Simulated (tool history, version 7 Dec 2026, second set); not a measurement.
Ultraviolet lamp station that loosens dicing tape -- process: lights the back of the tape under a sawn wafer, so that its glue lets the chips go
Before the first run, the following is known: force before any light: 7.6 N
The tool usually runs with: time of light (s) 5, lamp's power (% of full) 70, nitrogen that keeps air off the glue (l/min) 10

| run | hour | time of light (s) | lamp's power (% of full) | nitrogen that keeps air off the glue (l/min) | force that peels the tape off (N) | light that reached the tape (mJ/cm²) |
|---|---|---|---|---|---|---|
| 1 | 0 | 5 | 70 | 10 | 0.701 | 331 |
| 2 | 44.1 | 3 | 70 | 10 | 1.67 | 199 |
| 3 | 133.8 | 5 | 71 | 10 | 0.69 | 328 |
| 4 | 176.5 | 5 | 71 | 10 | 0.699 | 325 |
| 5 | 256.6 | 5 | 79 | 10 | 0.612 | 355 |
| 6 | 320.7 | 5 | 79 | 10 | 0.603 | 349 |
| 7 | 404.2 | 5 | 79 | 10 | 0.64 | 342 |
| 8 | 458.8 | 5 | 60 | 10 | 1.101 | 256 |
|  | 465.4 | window cleaned of glue's vapour |
| 9 | 515.4 | 5 | 60 | 10 | 1.216 | 245 |
| 10 | 565.6 | 5 | 94 | 10 | 0.491 | 386 |
| 11 | 645.3 | 5 | 88 | 10 | 0.557 | 351 |
| 12 | 682.2 | 5 | 88 | 10 | 0.584 | 355 |
| 13 | 724.3 | 3 | 70 | 3 | 3.4 | 167 |

Each run again, without the hidden state but with its own random variation kept:
Hidden conditions of the tool in this case: lamp's light, % of a new lamp's; light that the window lets through, % of a clean one's; drift of the gauge itself on peel_n, %; drift of the gauge itself on dose_mj_cm2, %.
| run | force that peels the tape off (N) | light that reached the tape (mJ/cm²) |
|---|---|---|
| 1 | 0.436 | 418 |
| 2 | 1.145 | 252 |
| 3 | 0.399 | 424 |
| 4 | 0.4 | 424 |
| 5 | 0.339 | 472 |
| 6 | 0.323 | 470 |
| 7 | 0.334 | 468 |
| 8 | 0.584 | 355 |
| 9 | 0.612 | 352 |
| 10 | 0.233 | 561 |
| 11 | 0.252 | 521 |
| 12 | 0.258 | 528 |
| 13 | 2.32 | 250 |

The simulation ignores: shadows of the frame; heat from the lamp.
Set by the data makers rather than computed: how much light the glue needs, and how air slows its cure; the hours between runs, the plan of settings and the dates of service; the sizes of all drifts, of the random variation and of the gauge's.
